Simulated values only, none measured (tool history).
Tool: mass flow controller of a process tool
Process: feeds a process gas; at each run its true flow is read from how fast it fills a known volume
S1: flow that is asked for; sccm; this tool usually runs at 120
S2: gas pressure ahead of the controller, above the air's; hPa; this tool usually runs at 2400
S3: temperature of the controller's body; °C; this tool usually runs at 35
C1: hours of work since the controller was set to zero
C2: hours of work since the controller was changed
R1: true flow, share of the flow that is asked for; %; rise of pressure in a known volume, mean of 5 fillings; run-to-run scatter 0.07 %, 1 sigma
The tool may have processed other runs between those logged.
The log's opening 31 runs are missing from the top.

{"run": 32, "hour": 1869.0, "S1": 111, "S2": 2430, "S3": 28, "C1": 2478, "C2": 2478, "R1": 98.16}
{"run": 33, "hour": 1928.0, "S1": 42, "S2": 1890, "S3": 35, "C1": 2511, "C2": 2511, "R1": 97.55}
{"run": 34, "hour": 1992.6, "S1": 60, "S2": 2400, "S3": 22, "C1": 2548, "C2": 2548, "R1": 98.03}
{"run": 35, "hour": 2044.2, "S1": 85, "S2": 2560, "S3": 37, "C1": 2577, "C2": 2577, "R1": 97.53}
{"run": 36, "hour": 2121.1, "S1": 84, "S2": 2260, "S3": 35, "C1": 2621, "C2": 2621, "R1": 97.71}
{"run": 37, "hour": 2179.1, "S1": 84, "S2": 2260, "S3": 35, "C1": 2654, "C2": 2654, "R1": 97.68}
{"run": 38, "hour": 2221.0, "S1": 84, "S2": 2260, "S3": 35, "C1": 2678, "C2": 2678, "R1": 97.64}
{"run": 39, "hour": 2291.7, "S1": 124, "S2": 2230, "S3": 35, "C1": 2718, "C2": 2718, "R1": 97.94}
{"run": 40, "hour": 2347.5, "S1": 103, "S2": 2400, "S3": 28, "C1": 2750, "C2": 2750, "R1": 98.0}
{"run": 41, "hour": 2386.7, "S1": 43, "S2": 2260, "S3": 28, "C1": 2772, "C2": 2772, "R1": 97.35}
{"run": 42, "hour": 2465.9, "S1": 170, "S2": 2500, "S3": 34, "C1": 2817, "C2": 2817, "R1": 98.01}
{"run": 43, "hour": 2513.3, "S1": 170, "S2": 2500, "S3": 34, "C1": 2844, "C2": 2844, "R1": 97.97}

Below are 3 alternative next runs, each starting from the tool's condition after run 43. Predict each:
{"run": "A", "hour": 2591.8, "S1": 52, "S2": 2400, "S3": 35, "C1": 2889, "C2": 2889, "R1": "?"}
{"run": "B", "hour": 2591.8, "S1": 170, "S2": 1780, "S3": 34, "C1": 2889, "C2": 2889, "R1": "?"}
{"run": "C", "hour": 2591.8, "S1": 58, "S2": 2520, "S3": 34, "C1": 2889, "C2": 2889, "R1": "?"}

run=A R1=97.15
run=B R1=98.42
run=C R1=97.17
Without the tool's unlogged condition, the same runs would have read:
run=A R1=98.61
run=B R1=99.47
run=C R1=98.57
